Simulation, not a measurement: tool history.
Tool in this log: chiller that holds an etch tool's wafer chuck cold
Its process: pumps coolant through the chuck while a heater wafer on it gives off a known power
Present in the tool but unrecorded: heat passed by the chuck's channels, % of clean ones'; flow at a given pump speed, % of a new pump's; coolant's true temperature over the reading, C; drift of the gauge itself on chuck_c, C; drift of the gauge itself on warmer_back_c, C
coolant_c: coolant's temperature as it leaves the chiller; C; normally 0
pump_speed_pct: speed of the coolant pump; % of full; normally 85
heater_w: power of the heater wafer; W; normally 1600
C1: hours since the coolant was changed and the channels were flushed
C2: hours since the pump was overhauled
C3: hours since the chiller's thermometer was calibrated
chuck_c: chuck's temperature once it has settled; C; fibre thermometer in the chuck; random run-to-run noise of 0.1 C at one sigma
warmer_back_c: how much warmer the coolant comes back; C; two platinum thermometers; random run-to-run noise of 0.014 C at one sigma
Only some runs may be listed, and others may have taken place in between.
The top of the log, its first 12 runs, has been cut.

{"run": 13, "day": 11.321, "coolant_c": 0, "pump_speed_pct": 63, "heater_w": 1600, "C1": 1141, "C2": 992, "C3": 1438, "chuck_c": 14.4, "warmer_back_c": 5.87}
{"run": 14, "day": 12.229, "coolant_c": 3, "pump_speed_pct": 85, "heater_w": 1600, "C1": 1162, "C2": 1014, "C3": 1460, "chuck_c": 13.9, "warmer_back_c": 4.18}
{"run": 15, "day": 12.875, "coolant_c": 3, "pump_speed_pct": 85, "heater_w": 1600, "C1": 1178, "C2": 1029, "C3": 1475, "chuck_c": 13.9, "warmer_back_c": 4.19}
{"run": 16, "day": 14.283, "coolant_c": 3, "pump_speed_pct": 68, "heater_w": 885, "C1": 1212, "C2": 1063, "C3": 1509, "chuck_c": 10.3, "warmer_back_c": 2.99}
{"run": 17, "day": 15.562, "coolant_c": 3, "pump_speed_pct": 68, "heater_w": 885, "C1": 1242, "C2": 1094, "C3": 1540, "chuck_c": 10.2, "warmer_back_c": 2.98}
{"run": 18, "day": 16.242, "coolant_c": -5, "pump_speed_pct": 68, "heater_w": 819, "C1": 1259, "C2": 1110, "C3": 1556, "chuck_c": 1.6, "warmer_back_c": 2.76}
{"run": 19, "day": 17.038, "coolant_c": -5, "pump_speed_pct": 68, "heater_w": 819, "C1": 1278, "C2": 1129, "C3": 1575, "chuck_c": 1.8, "warmer_back_c": 2.76}
{"run": 20, "day": 18.1, "coolant_c": -6, "pump_speed_pct": 82, "heater_w": 1600, "C1": 1303, "C2": 1155, "C3": 1601, "chuck_c": 5.1, "warmer_back_c": 4.38}
{"run": 21, "day": 19.042, "coolant_c": -5, "pump_speed_pct": 85, "heater_w": 1811, "C1": 1326, "C2": 1177, "C3": 1623, "chuck_c": 7.2, "warmer_back_c": 4.77}
{"run": 22, "day": 20.046, "coolant_c": -10, "pump_speed_pct": 67, "heater_w": 1811, "C1": 1350, "C2": 1201, "C3": 1647, "chuck_c": 5.4, "warmer_back_c": 6.23}
{"run": 23, "day": 21.45, "coolant_c": 0, "pump_speed_pct": 86, "heater_w": 1600, "C1": 1384, "C2": 1235, "C3": 1681, "chuck_c": 10.6, "warmer_back_c": 4.16}
{"run": 24, "day": 22.8, "coolant_c": 0, "pump_speed_pct": 86, "heater_w": 1600, "C1": 1416, "C2": 1267, "C3": 1713, "chuck_c": 10.9, "warmer_back_c": 4.17}
{"run": 25, "day": 23.592, "coolant_c": 0, "pump_speed_pct": 62, "heater_w": 1913, "C1": 1435, "C2": 1286, "C3": 1732, "chuck_c": 17.8, "warmer_back_c": 7.16}
{"run": 26, "day": 24.483, "coolant_c": 3, "pump_speed_pct": 85, "heater_w": 1205, "C1": 1456, "C2": 1308, "C3": 1754, "chuck_c": 11.3, "warmer_back_c": 3.18}
{"run": 27, "day": 25.383, "coolant_c": -7, "pump_speed_pct": 85, "heater_w": 1205, "C1": 1478, "C2": 1329, "C3": 1775, "chuck_c": 1.1, "warmer_back_c": 3.17}
{"run": 28, "day": 26.512, "coolant_c": -7, "pump_speed_pct": 85, "heater_w": 1205, "C1": 1505, "C2": 1357, "C3": 1802, "chuck_c": 1.1, "warmer_back_c": 3.18}
{"run": 29, "day": 27.792, "coolant_c": -7, "pump_speed_pct": 85, "heater_w": 1205, "C1": 1536, "C2": 1387, "C3": 1833, "chuck_c": 1.0, "warmer_back_c": 3.17}
{"run": 30, "day": 28.604, "coolant_c": 1, "pump_speed_pct": 85, "heater_w": 1461, "C1": 1555, "C2": 1407, "C3": 1853, "chuck_c": 10.8, "warmer_back_c": 3.87}

Here are 3 independent what-if runs from the current tool condition. What would each one return?
{"run": "A", "day": 29.683, "coolant_c": 1, "pump_speed_pct": 97, "heater_w": 1461, "C1": 1581, "C2": 1433, "C3": 1879, "chuck_c": "?", "warmer_back_c": "?"}
{"run": "B", "day": 29.683, "coolant_c": 0, "pump_speed_pct": 64, "heater_w": 1539, "C1": 1581, "C2": 1433, "C3": 1879, "chuck_c": "?", "warmer_back_c": "?"}
{"run": "C", "day": 29.683, "coolant_c": 0, "pump_speed_pct": 87, "heater_w": 1334, "C1": 1581, "C2": 1433, "C3": 1879, "chuck_c": "?", "warmer_back_c": "?"}

run=A chuck_c=9.7 warmer_back_c=3.32
run=B chuck_c=13.8 warmer_back_c=5.58
run=C chuck_c=9.0 warmer_back_c=3.44
What these runs would have given with no unlogged condition in the tool:
run=A chuck_c=9.2 warmer_back_c=3.25
run=B chuck_c=12.9 warmer_back_c=5.45
run=C chuck_c=8.5 warmer_back_c=3.36
